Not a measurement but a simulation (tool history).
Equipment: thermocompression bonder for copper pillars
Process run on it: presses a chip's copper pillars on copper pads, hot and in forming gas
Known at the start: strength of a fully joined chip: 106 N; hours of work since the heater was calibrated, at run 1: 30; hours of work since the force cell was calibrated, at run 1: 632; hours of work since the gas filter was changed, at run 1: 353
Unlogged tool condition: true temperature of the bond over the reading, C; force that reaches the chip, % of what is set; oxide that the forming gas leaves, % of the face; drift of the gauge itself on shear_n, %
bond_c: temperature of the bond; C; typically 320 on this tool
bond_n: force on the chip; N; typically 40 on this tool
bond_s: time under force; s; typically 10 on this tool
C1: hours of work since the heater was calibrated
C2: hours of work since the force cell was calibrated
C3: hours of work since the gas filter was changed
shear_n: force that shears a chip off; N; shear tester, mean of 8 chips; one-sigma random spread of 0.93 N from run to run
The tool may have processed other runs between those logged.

run 1 hour=0 | bond_c=320 bond_n=40 bond_s=10 | C1=30 C2=632 C3=353 | shear_n=68
run 2 hour=8 | bond_c=320 bond_n=40 bond_s=10 | C1=36 C2=638 C3=360 | shear_n=68.9
run 3 hour=14.2 | bond_c=320 bond_n=40 bond_s=10 | C1=41 C2=643 C3=364 | shear_n=68.6
run 4 hour=24.8 | bond_c=320 bond_n=40 bond_s=10 | C1=49 C2=651 C3=373 | shear_n=66
run 5 hour=31.8 | bond_c=320 bond_n=40 bond_s=15 | C1=55 C2=657 C3=378 | shear_n=73.6
run 6 hour=41.5 | bond_c=320 bond_n=40 bond_s=10 | C1=62 C2=664 C3=386 | shear_n=68.4
run 7 hour=48.9 | bond_c=320 bond_n=40 bond_s=10 | C1=68 C2=670 C3=391 | shear_n=68.2
run 8 hour=58.4 | bond_c=320 bond_n=40 bond_s=21 | C1=75 C2=677 C3=399 | shear_n=79.9
run 9 hour=65.1 | bond_c=320 bond_n=40 bond_s=21 | C1=81 C2=682 C3=404 | shear_n=78.6
run 10 hour=72 | bond_c=348 bond_n=40 bond_s=10 | C1=86 C2=688 C3=409 | shear_n=77.3
run 11 hour=77.9 | bond_c=320 bond_n=40 bond_s=10 | C1=91 C2=692 C3=414 | shear_n=67.6
run 12 hour=83.5 | bond_c=320 bond_n=40 bond_s=12 | C1=95 C2=697 C3=418 | shear_n=69.6
run 13 hour=91.2 | bond_c=320 bond_n=40 bond_s=12 | C1=101 C2=703 C3=424 | shear_n=71.8
run 14 hour=98 | bond_c=320 bond_n=40 bond_s=12 | C1=106 C2=708 C3=430 | shear_n=70.1
run 15 hour=105 | bond_c=320 bond_n=40 bond_s=13 | C1=112 C2=713 C3=435 | shear_n=70.9
run 16 hour=112 | bond_c=320 bond_n=40 bond_s=10 | C1=117 C2=719 C3=440 | shear_n=66.4
run 17 hour=118.4 | bond_c=312 bond_n=40 bond_s=10 | C1=122 C2=724 C3=445 | shear_n=62.8
-- hour=123.5 forming gas filter changed
run 18 hour=126.5 | bond_c=312 bond_n=40 bond_s=10 | C1=128 C2=730 C3=2 | shear_n=72.7
run 19 hour=137.2 | bond_c=320 bond_n=40 bond_s=10 | C1=136 C2=738 C3=11 | shear_n=75.1
run 20 hour=142.8 | bond_c=320 bond_n=40 bond_s=10 | C1=141 C2=742 C3=15 | shear_n=77.7
run 21 hour=151.3 | bond_c=320 bond_n=40 bond_s=22 | C1=147 C2=749 C3=22 | shear_n=91.2
run 22 hour=158.2 | bond_c=320 bond_n=53 bond_s=23 | C1=152 C2=754 C3=27 | shear_n=95.5
run 23 hour=168.6 | bond_c=320 bond_n=53 bond_s=23 | C1=161 C2=762 C3=35 | shear_n=95.9
run 24 hour=174.5 | bond_c=309 bond_n=57 bond_s=7 | C1=165 C2=767 C3=40 | shear_n=73.2
run 25 hour=184.1 | bond_c=309 bond_n=57 bond_s=7 | C1=173 C2=774 C3=47 | shear_n=72.3
run 26 hour=189.3 | bond_c=298 bond_n=25 bond_s=18 | C1=177 C2=778 C3=51 | shear_n=61.5
run 27 hour=198.5 | bond_c=298 bond_n=25 bond_s=18 | C1=184 C2=786 C3=58 | shear_n=60.4
run 28 hour=204.3 | bond_c=332 bond_n=35 bond_s=10 | C1=188 C2=790 C3=63 | shear_n=77.9
run 29 hour=208.9 | bond_c=293 bond_n=29 bond_s=10 | C1=192 C2=794 C3=66 | shear_n=50.8
run 30 hour=218.5 | bond_c=314 bond_n=29 bond_s=5 | C1=199 C2=801 C3=74 | shear_n=49.9
run 31 hour=225.9 | bond_c=314 bond_n=29 bond_s=5 | C1=205 C2=807 C3=79 | shear_n=50.4
run 32 hour=233.7 | bond_c=317 bond_n=40 bond_s=10 | C1=211 C2=813 C3=86 | shear_n=73.7
run 33 hour=244 | bond_c=317 bond_n=40 bond_s=10 | C1=219 C2=821 C3=94 | shear_n=72.4
run 34 hour=254 | bond_c=317 bond_n=40 bond_s=10 | C1=227 C2=829 C3=101 | shear_n=73.8
run 35 hour=260 | bond_c=300 bond_n=43 bond_s=6 | C1=232 C2=833 C3=106 | shear_n=55.2
run 36 hour=264.6 | bond_c=331 bond_n=40 bond_s=10 | C1=235 C2=837 C3=110 | shear_n=79.8
run 37 hour=269.8 | bond_c=331 bond_n=40 bond_s=10 | C1=239 C2=841 C3=114 | shear_n=78.5
run 38 hour=280.2 | bond_c=342 bond_n=40 bond_s=8 | C1=247 C2=849 C3=122 | shear_n=79
run 39 hour=285.2 | bond_c=347 bond_n=33 bond_s=28 | C1=251 C2=853 C3=126 | shear_n=95.5

Per-run results on a tool with no hidden state, each run keeping its own random variation:
run=1 shear_n=77.1
run=2 shear_n=78.3
run=3 shear_n=78.1
run=4 shear_n=75.4
run=5 shear_n=83.8
run=6 shear_n=78.2
run=7 shear_n=78.2
run=8 shear_n=91.2
run=9 shear_n=89.9
run=10 shear_n=88.7
run=11 shear_n=78
run=12 shear_n=80.4
run=13 shear_n=83.1
run=14 shear_n=81.3
run=15 shear_n=82.2
run=16 shear_n=77.2
run=17 shear_n=73.4
run=18 shear_n=74.6
run=19 shear_n=77.1
run=20 shear_n=79.9
run=21 shear_n=93.2
run=22 shear_n=97.2
run=23 shear_n=98
run=24 shear_n=75.9
run=25 shear_n=75.1
run=26 shear_n=64.2
run=27 shear_n=63.2
run=28 shear_n=81.1
run=29 shear_n=53.5
run=30 shear_n=52.7
run=31 shear_n=53.2
run=32 shear_n=77.2
run=33 shear_n=76.1
run=34 shear_n=77.6
run=35 shear_n=58.6
run=36 shear_n=84
run=37 shear_n=82.7
run=38 shear_n=83.4
run=39 shear_n=99.8
